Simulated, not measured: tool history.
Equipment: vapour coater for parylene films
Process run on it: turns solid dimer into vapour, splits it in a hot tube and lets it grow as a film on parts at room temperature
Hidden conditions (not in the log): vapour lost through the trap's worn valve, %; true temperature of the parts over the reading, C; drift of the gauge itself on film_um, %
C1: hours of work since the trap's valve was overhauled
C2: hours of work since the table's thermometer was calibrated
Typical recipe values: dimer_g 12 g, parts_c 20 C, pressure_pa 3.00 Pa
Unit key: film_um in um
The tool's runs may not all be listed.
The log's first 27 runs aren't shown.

Run 28, day 22.512: usual settings but dimer_g 10 g, parts_c 24 C, pressure_pa 4.99 Pa; C1 357; C2 858. Result: film_um 3.93 um.
Run 29, day 23.288: usual settings but dimer_g 13 g, parts_c 31 C, pressure_pa 4.90 Pa; C1 368; C2 869. Result: film_um 3.90 um.
Run 30, day 24.246: usual settings but dimer_g 13 g, parts_c 31 C, pressure_pa 4.90 Pa; C1 382; C2 883. Result: film_um 3.87 um.
At day 24.517: trap's valve overhauled.
Run 31, day 25.283: usual settings but dimer_g 13 g, parts_c 31 C, pressure_pa 4.90 Pa; C1 11; C2 896. Result: film_um 4.16 um.
Run 32, day 26.046: usual settings but dimer_g 13 g, parts_c 31 C, pressure_pa 4.90 Pa; C1 22; C2 907. Result: film_um 4.23 um.
Run 33, day 26.558: usual settings but dimer_g 13 g, parts_c 31 C, pressure_pa 4.90 Pa; C1 29; C2 914. Result: film_um 4.24 um.
Run 34, day 27.050: usual settings but dimer_g 16 g, pressure_pa 2.74 Pa; C1 36; C2 921. Result: film_um 8.77 um.
Run 35, day 27.575: usual settings but dimer_g 16 g, pressure_pa 2.74 Pa; C1 44; C2 929. Result: film_um 8.86 um.
Run 36, day 28.729: usual settings but dimer_g 16 g, pressure_pa 3.04 Pa; C1 61; C2 945. Result: film_um 8.48 um.
Run 37, day 29.358: usual settings but dimer_g 20 g, parts_c 23 C, pressure_pa 2.64 Pa; C1 70; C2 954. Result: film_um 9.60 um.
Run 38, day 29.862: usual settings but dimer_g 15 g, parts_c 12 C; C1 77; C2 962. Result: film_um 10.90 um.
Run 39, day 30.717: usual settings but dimer_g 15 g, parts_c 12 C, pressure_pa 4.40 Pa; C1 89; C2 974. Result: film_um 10.52 um.
Run 40, day 31.796: usual settings but dimer_g 9 g, pressure_pa 11.00 Pa; C1 105; C2 989. Result: film_um 3.95 um.
Run 41, day 32.312: usual settings but dimer_g 9 g, pressure_pa 11.00 Pa; C1 112; C2 997. Result: film_um 3.97 um.
Run 42, day 32.804: usual settings but dimer_g 9 g, pressure_pa 11.00 Pa; C1 119; C2 1004. Result: film_um 3.92 um.
Run 43, day 33.279: usual settings but dimer_g 7 g, pressure_pa 11.00 Pa; C1 126; C2 1011. Result: film_um 3.07 um.

Alternative continuations, all from the tool just after run 43; predict every row:
Run A, day 33.988: usual settings but dimer_g 7 g, pressure_pa 2.05 Pa; C1 136; C2 1021. Result: film_um ?.
Run B, day 33.988: usual settings but dimer_g 9 g, parts_c 16 C, pressure_pa 5.87 Pa; C1 136; C2 1021. Result: film_um ?.
Run C, day 33.988: usual settings but dimer_g 15 g, parts_c 21 C, pressure_pa 7.01 Pa; C1 136; C2 1021. Result: film_um ?.
Run D, day 33.988: usual settings but parts_c 18 C; C1 136; C2 1021. Result: film_um ?.

run  film_um
  A     3.86
  B     5.05
  C     6.69
  D     6.84
Without the tool's hidden state the same runs would have given:
run  film_um
  A     4.12
  B     5.39
  C     7.15
  D     7.30
